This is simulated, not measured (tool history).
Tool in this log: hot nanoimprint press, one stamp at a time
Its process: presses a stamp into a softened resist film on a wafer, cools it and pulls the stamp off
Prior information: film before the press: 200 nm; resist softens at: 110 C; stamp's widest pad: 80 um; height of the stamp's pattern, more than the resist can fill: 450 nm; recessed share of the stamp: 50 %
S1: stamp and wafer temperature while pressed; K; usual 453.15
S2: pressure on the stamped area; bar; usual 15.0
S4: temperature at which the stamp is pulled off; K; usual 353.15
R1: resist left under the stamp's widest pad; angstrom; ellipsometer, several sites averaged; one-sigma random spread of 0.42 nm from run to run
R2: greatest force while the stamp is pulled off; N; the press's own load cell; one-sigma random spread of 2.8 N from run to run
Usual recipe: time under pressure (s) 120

Run 1, day 0.000: usual settings. Result: R1 920 angstrom, R2 151 N.
Run 2, day 0.329: usual settings. Result: R1 939 angstrom, R2 154 N.
Run 3, day 0.567: usual settings but S1 443.15 K. Result: R1 1241 angstrom, R2 148 N.
Run 4, day 0.800: usual settings but S4 354.15 K. Result: R1 930 angstrom, R2 147 N.
Run 5, day 1.129: usual settings but S4 354.15 K. Result: R1 932 angstrom, R2 151 N.
Run 6, day 1.454: usual settings but S4 350.15 K. Result: R1 934 angstrom, R2 164 N.
Run 7, day 1.833: usual settings but S4 350.15 K. Result: R1 933 angstrom, R2 172 N.
Run 8, day 2.350: usual settings but time under pressure (s) 116. Result: R1 948 angstrom, R2 161 N.
Run 9, day 2.900: usual settings but S4 343.15 K. Result: R1 935 angstrom, R2 179 N.
Run 10, day 3.217: usual settings but S4 343.15 K. Result: R1 932 angstrom, R2 190 N.
Run 11, day 3.721: usual settings but S1 459.15 K. Result: R1 780 angstrom, R2 176 N.
Run 12, day 4.150: usual settings but S1 459.15 K. Result: R1 784 angstrom, R2 165 N.
Run 13, day 4.638: usual settings but S1 459.15 K. Result: R1 787 angstrom, R2 170 N.
Run 14, day 5.125: usual settings but S1 459.15 K. Result: R1 790 angstrom, R2 179 N.
Run 15, day 5.442: usual settings but S1 459.15 K. Result: R1 787 angstrom, R2 174 N.
Run 16, day 5.983: usual settings but S1 456.15 K, S2 23.5 bar, time under pressure (s) 175. Result: R1 589 angstrom, R2 179 N.
Run 17, day 6.462: usual settings but S1 451.15 K, S2 12.7 bar. Result: R1 1078 angstrom, R2 181 N.
Run 18, day 6.746: usual settings but S1 450.15 K, S2 13.1 bar, time under pressure (s) 70, S4 340.15 K. Result: R1 1285 angstrom, R2 218 N.
Run 19, day 7.100: usual settings but S1 450.15 K, S2 13.1 bar, time under pressure (s) 70, S4 340.15 K. Result: R1 1291 angstrom, R2 211 N.
Run 20, day 7.558: usual settings but S1 450.15 K, S2 13.1 bar, time under pressure (s) 70, S4 340.15 K. Result: R1 1286 angstrom, R2 213 N.
Run 21, day 7.904: usual settings but S1 450.15 K, S2 13.1 bar, time under pressure (s) 70, S4 340.15 K. Result: R1 1287 angstrom, R2 220 N.
Run 22, day 8.154: usual settings but time under pressure (s) 192. Result: R1 790 angstrom, R2 186 N.
Run 23, day 8.529: usual settings but time under pressure (s) 192. Result: R1 792 angstrom, R2 193 N.
Run 24, day 8.762: usual settings but time under pressure (s) 192. Result: R1 795 angstrom, R2 193 N.
Run 25, day 9.029: usual settings but S4 339.15 K. Result: R1 941 angstrom, R2 230 N.
Run 26, day 9.342: usual settings but S1 442.15 K, S2 9.2 bar, time under pressure (s) 148, S4 339.15 K. Result: R1 1427 angstrom, R2 231 N.
Run 27, day 9.896: usual settings but S1 447.15 K, S2 11.5 bar, time under pressure (s) 117, S4 355.15 K. Result: R1 1254 angstrom, R2 189 N.
Run 28, day 10.321: usual settings but S1 448.15 K, S2 15.7 bar, time under pressure (s) 76, S4 352.15 K. Result: R1 1240 angstrom, R2 199 N.
Run 29, day 10.675: usual settings but S1 448.15 K, S2 15.7 bar, time under pressure (s) 76, S4 352.15 K. Result: R1 1238 angstrom, R2 204 N.

5 ways to go on from here, each from the tool as it stands after run 29. What would each give?
Run A, day 11.233: usual settings but S2 21.0 bar, time under pressure (s) 138, S4 349.15 K. Result: R1 ?, R2 ?.
Run B, day 11.233: usual settings but S1 445.15 K, S2 15.7 bar, time under pressure (s) 180, S4 352.15 K. Result: R1 ?, R2 ?.
Run C, day 11.233: usual settings but S1 445.15 K, S2 15.7 bar, time under pressure (s) 231, S4 360.15 K. Result: R1 ?, R2 ?.
Run D, day 11.233: usual settings but S1 448.15 K, S2 15.7 bar, time under pressure (s) 76, S4 339.15 K. Result: R1 ?, R2 ?.
Run E, day 11.233: usual settings but S4 359.15 K. Result: R1 ?, R2 ?.

run    R1   R2
  A   775  206
  B  1032  201
  C   938  184
  D  1243  232
  E   943  178
Without the tool's unlogged condition, the same runs would have read:
run    R1   R2
  A   746  134
  B   999  130
  C   906  119
  D  1209  150
  E   914  115
